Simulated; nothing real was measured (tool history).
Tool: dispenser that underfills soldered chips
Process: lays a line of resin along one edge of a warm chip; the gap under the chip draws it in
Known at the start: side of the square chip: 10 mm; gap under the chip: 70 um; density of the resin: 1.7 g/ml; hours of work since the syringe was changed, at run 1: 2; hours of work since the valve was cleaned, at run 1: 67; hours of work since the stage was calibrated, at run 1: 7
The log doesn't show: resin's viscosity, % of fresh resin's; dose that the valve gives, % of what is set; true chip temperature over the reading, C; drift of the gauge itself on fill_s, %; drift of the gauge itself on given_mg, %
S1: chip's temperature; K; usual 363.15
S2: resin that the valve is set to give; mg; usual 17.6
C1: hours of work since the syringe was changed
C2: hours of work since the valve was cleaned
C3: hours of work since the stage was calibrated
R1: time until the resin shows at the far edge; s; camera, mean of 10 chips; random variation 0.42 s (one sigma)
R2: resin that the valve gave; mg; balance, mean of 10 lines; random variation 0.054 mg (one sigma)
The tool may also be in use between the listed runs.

| run | hour | S1 | S2 | C1 | C2 | C3 | R1 | R2 |
|---|---|---|---|---|---|---|---|---|
| 1 | 0 | 363.15 | 17.6 | 2 | 67 | 7 | 32.4 | 16.85 |
| 2 | 3.3 | 363.15 | 17.6 | 4 | 69 | 9 | 37.4 | 16.83 |
| 3 | 6.2 | 363.15 | 17.6 | 6 | 71 | 11 | 39.8 | 16.84 |
| 4 | 8.7 | 363.15 | 17.6 | 8 | 73 | 12 | 43.2 | 16.7 |
|  | 11.7 | dispensing valve cleaned and set on the balance |
| 5 | 12.6 | 363.15 | 18.5 | 10 | 1 | 14 | 45.8 | 18.47 |
|  | 13.8 | new syringe of resin |
| 6 | 16.7 | 363.15 | 18.5 | 2 | 3 | 16 | 33.2 | 18.4 |
| 7 | 19.6 | 353.15 | 17.6 | 4 | 5 | 18 | 51.2 | 17.52 |
| 8 | 24.1 | 353.15 | 17.6 | 7 | 8 | 21 | 57.7 | 17.47 |
| 9 | 27.7 | 357.15 | 18.9 | 9 | 10 | 23 | 56.9 | 18.72 |
|  | 30.4 | new syringe of resin |
| 10 | 31.9 | 378.15 | 17.3 | 1 | 12 | 26 | 19.9 | 17.1 |
| 11 | 36.1 | 355.15 | 16.5 | 4 | 15 | 29 | 46.5 | 16.28 |
| 12 | 40.4 | 355.15 | 16.5 | 6 | 18 | 31 | 52.9 | 16.31 |
| 13 | 45 | 374.15 | 17.1 | 9 | 21 | 34 | 33.2 | 16.85 |

3 ways to go on from here, each from the tool as it stands after run 13. What would each give?
|  | 46.8 | new syringe of resin |
| A | 48.8 | 367.15 | 21.9 | 1 | 23 | 36 | ? | ? |
|  | 46.8 | new syringe of resin |
| B | 48.8 | 376.15 | 15.5 | 1 | 23 | 36 | ? | ? |
|  | 46.8 | new syringe of resin |
| C | 48.8 | 361.15 | 16.3 | 1 | 23 | 36 | ? | ? |

| run | R1 | R2 |
|---|---|---|
| A | 27.4 | 21.48 |
| B | 22 | 15.29 |
| C | 34.1 | 15.98 |
Without the tool's hidden state the same runs would have given:
| run | R1 | R2 |
|---|---|---|
| A | 25.2 | 21.86 |
| B | 20.2 | 15.56 |
| C | 31.3 | 16.27 |
